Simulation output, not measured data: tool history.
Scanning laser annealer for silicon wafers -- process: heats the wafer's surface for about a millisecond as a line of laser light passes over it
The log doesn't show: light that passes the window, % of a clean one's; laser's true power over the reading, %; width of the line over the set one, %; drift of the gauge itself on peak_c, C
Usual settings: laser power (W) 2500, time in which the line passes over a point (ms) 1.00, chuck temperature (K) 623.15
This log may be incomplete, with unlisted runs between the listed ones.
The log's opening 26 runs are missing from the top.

run,hour,laser power (W),time in which the line passes over a point (ms),chuck temperature (K),hours of work since the window was cleaned,hours of work since the power meter was calibrated,hours of work since the optics were aligned,highest temperature of the surface (K)
27,628.2,2164,1.02,640.15,214,1180,913,1202.15
28,649.0,2164,1.02,640.15,227,1193,925,1196.15
29,665.8,2164,1.02,640.15,237,1203,936,1198.15
30,688.5,2500,1.00,610.15,251,1217,950,1279.15
31,703.1,2717,0.90,618.15,260,1226,959,1316.15
32,722.8,2717,0.90,618.15,272,1238,971,1315.15
33,750.5,2397,0.77,653.15,289,1255,988,1192.15
34,771.5,2596,0.89,625.15,302,1268,1001,1274.15
# hour 785.1: window over the wafer cleaned
35,787.2,2596,0.89,625.15,1,1277,1009,1310.15
36,802.0,2566,0.82,597.15,10,1286,1018,1238.15
37,823.6,2145,0.88,623.15,24,1299,1032,1149.15
38,855.0,2145,0.88,623.15,43,1318,1051,1147.15
39,869.7,2392,0.88,644.15,52,1328,1060,1249.15
40,891.5,2539,0.88,649.15,65,1341,1073,1303.15
41,921.9,2661,0.88,649.15,84,1360,1092,1341.15

3 options for the next run, each taken on its own from the tool as it stands now. Forecast them:
A,943.9,2262,1.02,598.15,98,1373,1106,?
B,943.9,2661,1.20,592.15,98,1373,1106,?
C,943.9,2286,0.88,649.15,98,1373,1106,?

run,highest temperature of the surface (K)
A,1206.15
B,1413.15
C,1210.15
Had the tool no hidden state, the same runs would have come out as:
run,highest temperature of the surface (K)
A,1226.15
B,1440.15
C,1228.15
